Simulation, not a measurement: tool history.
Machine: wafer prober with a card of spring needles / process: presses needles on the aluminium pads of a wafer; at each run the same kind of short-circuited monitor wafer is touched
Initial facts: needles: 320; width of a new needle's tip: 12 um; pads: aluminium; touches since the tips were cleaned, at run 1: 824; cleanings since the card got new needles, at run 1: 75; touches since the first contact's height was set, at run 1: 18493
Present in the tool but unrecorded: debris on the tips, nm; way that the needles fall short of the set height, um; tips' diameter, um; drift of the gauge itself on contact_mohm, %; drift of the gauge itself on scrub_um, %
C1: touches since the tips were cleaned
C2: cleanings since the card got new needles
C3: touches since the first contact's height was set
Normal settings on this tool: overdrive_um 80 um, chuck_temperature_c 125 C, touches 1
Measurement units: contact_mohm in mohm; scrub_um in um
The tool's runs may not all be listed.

run 1 hour=0.0 | overdrive_um=80 chuck_temperature_c=125 touches=1 | C1=824 C2=75 C3=18493 | contact_mohm=184 scrub_um=20.66
-- hour=3.4 tips cleaned on abrasive film
-- hour=8.0 tips cleaned on abrasive film
-- hour=12.6 tips cleaned on abrasive film
-- hour=18.2 tips cleaned on abrasive film
-- hour=22.8 tips cleaned on abrasive film
-- hour=28.5 tips cleaned on abrasive film
-- hour=34.1 tips cleaned on abrasive film
-- hour=38.7 tips cleaned on abrasive film
-- hour=44.4 tips cleaned on abrasive film
run 2 hour=45.2 | overdrive_um=80 chuck_temperature_c=125 touches=1 | C1=489 C2=84 C3=44504 | contact_mohm=180 scrub_um=20.63
-- hour=49.8 tips cleaned on abrasive film
-- hour=54.3 tips cleaned on abrasive film
-- hour=58.9 tips cleaned on abrasive film
-- hour=63.4 tips cleaned on abrasive film
-- hour=69.1 tips cleaned on abrasive film
-- hour=74.8 tips cleaned on abrasive film
-- hour=80.4 tips cleaned on abrasive film
-- hour=85.0 tips cleaned on abrasive film
-- hour=89.6 tips cleaned on abrasive film
-- hour=94.1 tips cleaned on abrasive film
run 3 hour=97.2 | overdrive_um=80 chuck_temperature_c=125 touches=1 | C1=1798 C2=94 C3=74441 | contact_mohm=181 scrub_um=20.65
-- hour=99.5 tips cleaned on abrasive film
-- hour=104.1 tips cleaned on abrasive film
-- hour=108.6 tips cleaned on abrasive film
-- hour=114.3 tips cleaned on abrasive film
-- hour=120.0 tips cleaned on abrasive film
-- hour=124.5 tips cleaned on abrasive film
-- hour=130.2 tips cleaned on abrasive film
-- hour=135.9 tips cleaned on abrasive film
-- hour=140.4 tips cleaned on abrasive film
run 4 hour=140.6 | overdrive_um=80 chuck_temperature_c=125 touches=1 | C1=81 C2=103 C3=99391 | contact_mohm=181 scrub_um=20.58
-- hour=145.1 tips cleaned on abrasive film
-- hour=148.8 height of the first contact set anew
-- hour=150.0 tips cleaned on abrasive film
-- hour=154.5 tips cleaned on abrasive film
-- hour=159.1 tips cleaned on abrasive film
-- hour=164.8 tips cleaned on abrasive film
-- hour=170.4 tips cleaned on abrasive film
-- hour=176.1 tips cleaned on abrasive film
-- hour=181.8 tips cleaned on abrasive film
-- hour=187.5 tips cleaned on abrasive film
-- hour=192.0 tips cleaned on abrasive film
-- hour=196.6 tips cleaned on abrasive film
run 5 hour=198.0 | overdrive_um=79 chuck_temperature_c=125 touches=1 | C1=813 C2=114 C3=28298 | contact_mohm=180 scrub_um=20.46
-- hour=201.4 tips cleaned on abrasive film
-- hour=206.0 tips cleaned on abrasive film
-- hour=210.5 tips cleaned on abrasive film
-- hour=216.2 tips cleaned on abrasive film
-- hour=221.9 tips cleaned on abrasive film
-- hour=227.5 tips cleaned on abrasive film
-- hour=233.2 tips cleaned on abrasive film
-- hour=238.9 tips cleaned on abrasive film
-- hour=244.6 tips cleaned on abrasive film
run 6 hour=247.5 | overdrive_um=79 chuck_temperature_c=125 touches=1 | C1=1700 C2=123 C3=56828 | contact_mohm=181 scrub_um=20.45
-- hour=249.8 tips cleaned on abrasive film
-- hour=254.3 tips cleaned on abrasive film
-- hour=258.9 tips cleaned on abrasive film
-- hour=264.6 tips cleaned on abrasive film
-- hour=270.2 tips cleaned on abrasive film
-- hour=275.9 tips cleaned on abrasive film
-- hour=280.5 tips cleaned on abrasive film
run 7 hour=282.9 | overdrive_um=80 chuck_temperature_c=125 touches=1 | C1=1428 C2=130 C3=77236 | contact_mohm=185 scrub_um=20.68
-- hour=285.2 tips cleaned on abrasive film
-- hour=290.9 tips cleaned on abrasive film
-- hour=296.6 tips cleaned on abrasive film
-- hour=301.1 tips cleaned on abrasive film
-- hour=306.8 tips cleaned on abrasive film
-- hour=312.5 tips cleaned on abrasive film
-- hour=317.0 tips cleaned on abrasive film
-- hour=322.7 tips cleaned on abrasive film
-- hour=328.4 tips cleaned on abrasive film
-- hour=329.8 height of the first contact set anew
-- hour=333.6 tips cleaned on abrasive film
run 8 hour=333.6 | overdrive_um=80 chuck_temperature_c=125 touches=1 | C1=0 C2=140 C3=2157 | contact_mohm=181 scrub_um=20.65
-- hour=339.2 tips cleaned on abrasive film
-- hour=344.9 tips cleaned on abrasive film
-- hour=349.5 tips cleaned on abrasive film
-- hour=355.1 tips cleaned on abrasive film
-- hour=360.8 tips cleaned on abrasive film
-- hour=365.4 tips cleaned on abrasive film
-- hour=371.0 tips cleaned on abrasive film
-- hour=375.6 tips cleaned on abrasive film
-- hour=380.9 tips cleaned on abrasive film
run 9 hour=380.9 | overdrive_um=80 chuck_temperature_c=125 touches=1 | C1=0 C2=149 C3=29432 | contact_mohm=180 scrub_um=20.86
-- hour=386.6 tips cleaned on abrasive film
-- hour=391.2 tips cleaned on abrasive film
-- hour=396.8 tips cleaned on abrasive film
-- hour=402.5 tips cleaned on abrasive film
-- hour=408.2 tips cleaned on abrasive film
-- hour=412.7 tips cleaned on abrasive film
run 10 hour=416.3 | overdrive_um=80 chuck_temperature_c=77 touches=1 | C1=2126 C2=155 C3=49881 | contact_mohm=176 scrub_um=20.76
-- hour=417.6 tips cleaned on abrasive film
-- hour=423.2 tips cleaned on abrasive film
-- hour=428.9 tips cleaned on abrasive film
-- hour=434.6 tips cleaned on abrasive film
-- hour=440.2 tips cleaned on abrasive film
-- hour=444.8 tips cleaned on abrasive film
-- hour=449.4 tips cleaned on abrasive film
-- hour=455.0 tips cleaned on abrasive film
-- hour=460.7 tips cleaned on abrasive film
-- hour=465.3 tips cleaned on abrasive film
-- hour=470.9 tips cleaned on abrasive film
-- hour=475.9 tips cleaned on abrasive film
run 11 hour=475.9 | overdrive_um=80 chuck_temperature_c=26 touches=1 | C1=0 C2=167 C3=84171 | contact_mohm=162 scrub_um=20.92
-- hour=480.5 tips cleaned on abrasive film
-- hour=485.1 tips cleaned on abrasive film
-- hour=489.6 tips cleaned on abrasive film
-- hour=495.3 tips cleaned on abrasive film
-- hour=501.0 tips cleaned on abrasive film
-- hour=506.6 tips cleaned on abrasive film
-- hour=510.3 height of the first contact set anew
-- hour=512.6 tips cleaned on abrasive film
-- hour=518.3 tips cleaned on abrasive film
run 12 hour=521.1 | overdrive_um=80 chuck_temperature_c=26 touches=1 | C1=1627 C2=175 C3=6208 | contact_mohm=162 scrub_um=20.84
-- hour=523.4 tips cleaned on abrasive film
-- hour=527.9 tips cleaned on abrasive film
-- hour=533.6 tips cleaned on abrasive film
-- hour=539.3 tips cleaned on abrasive film
-- hour=543.8 tips cleaned on abrasive film
-- hour=549.5 tips cleaned on abrasive film
run 13 hour=553.3 | overdrive_um=87 chuck_temperature_c=44 touches=1 | C1=2239 C2=181 C3=24809 | contact_mohm=167 scrub_um=22.76
-- hour=554.5 tips cleaned on abrasive film
-- hour=560.2 tips cleaned on abrasive film
-- hour=564.8 tips cleaned on abrasive film
-- hour=570.4 tips cleaned on abrasive film
-- hour=575.0 tips cleaned on abrasive film
-- hour=580.7 tips cleaned on abrasive film
-- hour=585.2 tips cleaned on abrasive film
-- hour=590.9 tips cleaned on abrasive film
run 14 hour=591.7 | overdrive_um=87 chuck_temperature_c=67 touches=1 | C1=480 C2=189 C3=46884 | contact_mohm=171 scrub_um=22.63
-- hour=596.3 tips cleaned on abrasive film
-- hour=602.0 tips cleaned on abrasive film
-- hour=606.5 tips cleaned on abrasive film
-- hour=611.1 tips cleaned on abrasive film
-- hour=616.7 tips cleaned on abrasive film
-- hour=621.3 tips cleaned on abrasive film
-- hour=625.9 tips cleaned on abrasive film
-- hour=631.5 tips cleaned on abrasive film
-- hour=636.1 tips cleaned on abrasive film
-- hour=640.6 tips cleaned on abrasive film
-- hour=646.3 tips cleaned on abrasive film
-- hour=650.9 tips cleaned on abrasive film
run 15 hour=651.3 | overdrive_um=87 chuck_temperature_c=66 touches=3 | C1=231 C2=201 C3=81144 | contact_mohm=168 scrub_um=22.63
-- hour=655.8 tips cleaned on abrasive film
-- hour=661.5 tips cleaned on abrasive film
-- hour=666.1 tips cleaned on abrasive film
-- hour=671.7 tips cleaned on abrasive film
-- hour=676.3 tips cleaned on abrasive film
run 16 hour=678.7 | overdrive_um=87 chuck_temperature_c=66 touches=1 | C1=1393 C2=206 C3=96936 | contact_mohm=166 scrub_um=22.90
-- hour=681.0 tips cleaned on abrasive film
-- hour=686.7 tips cleaned on abrasive film
-- hour=691.4 height of the first contact set anew
-- hour=692.6 tips cleaned on abrasive film
-- hour=698.3 tips cleaned on abrasive film
-- hour=702.9 tips cleaned on abrasive film
-- hour=706.2 gauge calibrated
-- hour=708.5 tips cleaned on abrasive film
-- hour=713.1 tips cleaned on abrasive film
-- hour=717.6 tips cleaned on abrasive film
-- hour=723.3 tips cleaned on abrasive film
-- hour=727.9 tips cleaned on abrasive film
run 17 hour=729.1 | overdrive_um=87 chuck_temperature_c=66 touches=1 | C1=690 C2=216 C3=21631 | contact_mohm=172 scrub_um=22.52

For each entry between runs, how does the tool's hidden state at the last listed run before it compare with that at the first listed run after it?
In the gap between runs 1 and 2: tips cleaned on abrasive film (hour 3.4); tips cleaned on abrasive film (hour 8.0); tips cleaned on abrasive film (hour 12.6); tips cleaned on abrasive film (hour 18.2); tips cleaned on abrasive film (hour 22.8); tips cleaned on abrasive film (hour 28.5); tips cleaned on abrasive film (hour 34.1); tips cleaned on abrasive film (hour 38.7); tips cleaned on abrasive film (hour 44.4)
  debris on the tips, nm: 0.8 -> 0.5; way that the needles fall short of the set height, um: 0.01 -> 0.02; drift of the gauge itself on scrub_um, %: 0 -> 0.13
  measured result minus the result with no hidden state, scrub_um: +0.00 -> +0.02 um
In the gap between runs 2 and 3: tips cleaned on abrasive film (hour 49.8); tips cleaned on abrasive film (hour 54.3); tips cleaned on abrasive film (hour 58.9); tips cleaned on abrasive film (hour 63.4); tips cleaned on abrasive film (hour 69.1); tips cleaned on abrasive film (hour 74.8); tips cleaned on abrasive film (hour 80.4); tips cleaned on abrasive film (hour 85.0); tips cleaned on abrasive film (hour 89.6); tips cleaned on abrasive film (hour 94.1)
  debris on the tips, nm: 0.5 -> 1.2; way that the needles fall short of the set height, um: 0.02 -> 0.03; drift of the gauge itself on scrub_um, %: 0.13 -> 0.28
  measured result minus the result with no hidden state, scrub_um: +0.02 -> +0.05 um
In the gap between runs 3 and 4: tips cleaned on abrasive film (hour 99.5); tips cleaned on abrasive film (hour 104.1); tips cleaned on abrasive film (hour 108.6); tips cleaned on abrasive film (hour 114.3); tips cleaned on abrasive film (hour 120.0); tips cleaned on abrasive film (hour 124.5); tips cleaned on abrasive film (hour 130.2); tips cleaned on abrasive film (hour 135.9); tips cleaned on abrasive film (hour 140.4)
  debris on the tips, nm: 1.2 -> 0.1; tips' diameter, um: 12.03 -> 12.04; drift of the gauge itself on scrub_um, %: 0.28 -> 0.41
  measured result minus the result with no hidden state, scrub_um: +0.05 -> +0.07 um
In the gap between runs 4 and 5: tips cleaned on abrasive film (hour 145.1); height of the first contact set anew (hour 148.8); tips cleaned on abrasive film (hour 150.0); tips cleaned on abrasive film (hour 154.5); tips cleaned on abrasive film (hour 159.1); tips cleaned on abrasive film (hour 164.8); tips cleaned on abrasive film (hour 170.4); tips cleaned on abrasive film (hour 176.1); tips cleaned on abrasive film (hour 181.8); tips cleaned on abrasive film (hour 187.5); tips cleaned on abrasive film (hour 192.0); tips cleaned on abrasive film (hour 196.6)
  debris on the tips, nm: 0.1 -> 0.7; way that the needles fall short of the set height, um: 0.03 -> 0.01; drift of the gauge itself on scrub_um, %: 0.41 -> 0.57
  measured result minus the result with no hidden state, scrub_um: +0.07 -> +0.11 um
In the gap between runs 5 and 6: tips cleaned on abrasive film (hour 201.4); tips cleaned on abrasive film (hour 206.0); tips cleaned on abrasive film (hour 210.5); tips cleaned on abrasive film (hour 216.2); tips cleaned on abrasive film (hour 221.9); tips cleaned on abrasive film (hour 227.5); tips cleaned on abrasive film (hour 233.2); tips cleaned on abrasive film (hour 238.9); tips cleaned on abrasive film (hour 244.6)
  debris on the tips, nm: 0.7 -> 1.2; way that the needles fall short of the set height, um: 0.01 -> 0.02; drift of the gauge itself on scrub_um, %: 0.57 -> 0.72
  measured result minus the result with no hidden state, scrub_um: +0.11 -> +0.14 um
In the gap between runs 6 and 7: tips cleaned on abrasive film (hour 249.8); tips cleaned on abrasive film (hour 254.3); tips cleaned on abrasive film (hour 258.9); tips cleaned on abrasive film (hour 264.6); tips cleaned on abrasive film (hour 270.2); tips cleaned on abrasive film (hour 275.9); tips cleaned on abrasive film (hour 280.5)
  debris on the tips, nm: 1.2 -> 0.9; way that the needles fall short of the set height, um: 0.02 -> 0.03; tips' diameter, um: 12.04 -> 12.05; drift of the gauge itself on scrub_um, %: 0.72 -> 0.82
  measured result minus the result with no hidden state, scrub_um: +0.14 -> +0.16 um
In the gap between runs 7 and 8: tips cleaned on abrasive film (hour 285.2); tips cleaned on abrasive film (hour 290.9); tips cleaned on abrasive film (hour 296.6); tips cleaned on abrasive film (hour 301.1); tips cleaned on abrasive film (hour 306.8); tips cleaned on abrasive film (hour 312.5); tips cleaned on abrasive film (hour 317.0); tips cleaned on abrasive film (hour 322.7); tips cleaned on abrasive film (hour 328.4); height of the first contact set anew (hour 329.8); tips cleaned on abrasive film (hour 333.6)
  debris on the tips, nm: 0.9 -> 0.2; way that the needles fall short of the set height, um: 0.03 -> 0; drift of the gauge itself on scrub_um, %: 0.82 -> 0.97
  measured result minus the result with no hidden state, scrub_um: +0.16 -> +0.20 um
In the gap between runs 8 and 9: tips cleaned on abrasive film (hour 339.2); tips cleaned on abrasive film (hour 344.9); tips cleaned on abrasive film (hour 349.5); tips cleaned on abrasive film (hour 355.1); tips cleaned on abrasive film (hour 360.8); tips cleaned on abrasive film (hour 365.4); tips cleaned on abrasive film (hour 371.0); tips cleaned on abrasive film (hour 375.6); tips cleaned on abrasive film (hour 380.9)
  way that the needles fall short of the set height, um: 0 -> 0.01; drift of the gauge itself on scrub_um, %: 0.97 -> 1.1
  measured result minus the result with no hidden state, scrub_um: +0.20 -> +0.23 um
In the gap between runs 9 and 10: tips cleaned on abrasive film (hour 386.6); tips cleaned on abrasive film (hour 391.2); tips cleaned on abrasive film (hour 396.8); tips cleaned on abrasive film (hour 402.5); tips cleaned on abrasive film (hour 408.2); tips cleaned on abrasive film (hour 412.7)
  debris on the tips, nm: 0.2 -> 1.3; way that the needles fall short of the set height, um: 0.01 -> 0.02; drift of the gauge itself on scrub_um, %: 1.1 -> 1.21
  measured result minus the result with no hidden state, scrub_um: +0.23 -> +0.24 um
In the gap between runs 10 and 11: tips cleaned on abrasive film (hour 417.6); tips cleaned on abrasive film (hour 423.2); tips cleaned on abrasive film (hour 428.9); tips cleaned on abrasive film (hour 434.6); tips cleaned on abrasive film (hour 440.2); tips cleaned on abrasive film (hour 444.8); tips cleaned on abrasive film (hour 449.4); tips cleaned on abrasive film (hour 455.0); tips cleaned on abrasive film (hour 460.7); tips cleaned on abrasive film (hour 465.3); tips cleaned on abrasive film (hour 470.9); tips cleaned on abrasive film (hour 475.9)
  debris on the tips, nm: 1.3 -> 0.1; way that the needles fall short of the set height, um: 0.02 -> 0.03; tips' diameter, um: 12.05 -> 12.06; drift of the gauge itself on scrub_um, %: 1.21 -> 1.38
  measured result minus the result with no hidden state, scrub_um: +0.24 -> +0.28 um
In the gap between runs 11 and 12: tips cleaned on abrasive film (hour 480.5); tips cleaned on abrasive film (hour 485.1); tips cleaned on abrasive film (hour 489.6); tips cleaned on abrasive film (hour 495.3); tips cleaned on abrasive film (hour 501.0); tips cleaned on abrasive film (hour 506.6); height of the first contact set anew (hour 510.3); tips cleaned on abrasive film (hour 512.6); tips cleaned on abrasive film (hour 518.3)
  debris on the tips, nm: 0.1 -> 1.2; way that the needles fall short of the set height, um: 0.03 -> 0; drift of the gauge itself on scrub_um, %: 1.38 -> 1.51
  measured result minus the result with no hidden state, scrub_um: +0.28 -> +0.31 um
In the gap between runs 12 and 13: tips cleaned on abrasive film (hour 523.4); tips cleaned on abrasive film (hour 527.9); tips cleaned on abrasive film (hour 533.6); tips cleaned on abrasive film (hour 539.3); tips cleaned on abrasive film (hour 543.8); tips cleaned on abrasive film (hour 549.5)
  debris on the tips, nm: 1.2 -> 1.4; way that the needles fall short of the set height, um: 0 -> 0.01; drift of the gauge itself on scrub_um, %: 1.51 -> 1.6
  measured result minus the result with no hidden state, scrub_um: +0.31 -> +0.35 um
In the gap between runs 13 and 14: tips cleaned on abrasive film (hour 554.5); tips cleaned on abrasive film (hour 560.2); tips cleaned on abrasive film (hour 564.8); tips cleaned on abrasive film (hour 570.4); tips cleaned on abrasive film (hour 575.0); tips cleaned on abrasive film (hour 580.7); tips cleaned on abrasive film (hour 585.2); tips cleaned on abrasive film (hour 590.9)
  debris on the tips, nm: 1.4 -> 0.4; way that the needles fall short of the set height, um: 0.01 -> 0.02; tips' diameter, um: 12.06 -> 12.07; drift of the gauge itself on scrub_um, %: 1.6 -> 1.71
  measured result minus the result with no hidden state, scrub_um: +0.35 -> +0.38 um
In the gap between runs 14 and 15: tips cleaned on abrasive film (hour 596.3); tips cleaned on abrasive film (hour 602.0); tips cleaned on abrasive film (hour 606.5); tips cleaned on abrasive film (hour 611.1); tips cleaned on abrasive film (hour 616.7); tips cleaned on abrasive film (hour 621.3); tips cleaned on abrasive film (hour 625.9); tips cleaned on abrasive film (hour 631.5); tips cleaned on abrasive film (hour 636.1); tips cleaned on abrasive film (hour 640.6); tips cleaned on abrasive film (hour 646.3); tips cleaned on abrasive film (hour 650.9)
  debris on the tips, nm: 0.4 -> 0.3; way that the needles fall short of the set height, um: 0.02 -> 0.03; drift of the gauge itself on scrub_um, %: 1.71 -> 1.89
  measured result minus the result with no hidden state, scrub_um: +0.38 -> +0.41 um
In the gap between runs 15 and 16: tips cleaned on abrasive film (hour 655.8); tips cleaned on abrasive film (hour 661.5); tips cleaned on abrasive film (hour 666.1); tips cleaned on abrasive film (hour 671.7); tips cleaned on abrasive film (hour 676.3)
  debris on the tips, nm: 0.3 -> 1.1; drift of the gauge itself on scrub_um, %: 1.89 -> 1.97
  measured result minus the result with no hidden state, scrub_um: +0.41 -> +0.43 um
In the gap between runs 16 and 17: tips cleaned on abrasive film (hour 681.0); tips cleaned on abrasive film (hour 686.7); height of the first contact set anew (hour 691.4); tips cleaned on abrasive film (hour 692.6); tips cleaned on abrasive film (hour 698.3); tips cleaned on abrasive film (hour 702.9); gauge calibrated (hour 706.2); tips cleaned on abrasive film (hour 708.5); tips cleaned on abrasive film (hour 713.1); tips cleaned on abrasive film (hour 717.6); tips cleaned on abrasive film (hour 723.3); tips cleaned on abrasive film (hour 727.9)
  debris on the tips, nm: 1.1 -> 0.7; way that the needles fall short of the set height, um: 0.03 -> 0.01; tips' diameter, um: 12.07 -> 12.08; drift of the gauge itself on scrub_um, %: 1.97 -> 0.07
  measured result minus the result with no hidden state, scrub_um: +0.43 -> +0.01 um

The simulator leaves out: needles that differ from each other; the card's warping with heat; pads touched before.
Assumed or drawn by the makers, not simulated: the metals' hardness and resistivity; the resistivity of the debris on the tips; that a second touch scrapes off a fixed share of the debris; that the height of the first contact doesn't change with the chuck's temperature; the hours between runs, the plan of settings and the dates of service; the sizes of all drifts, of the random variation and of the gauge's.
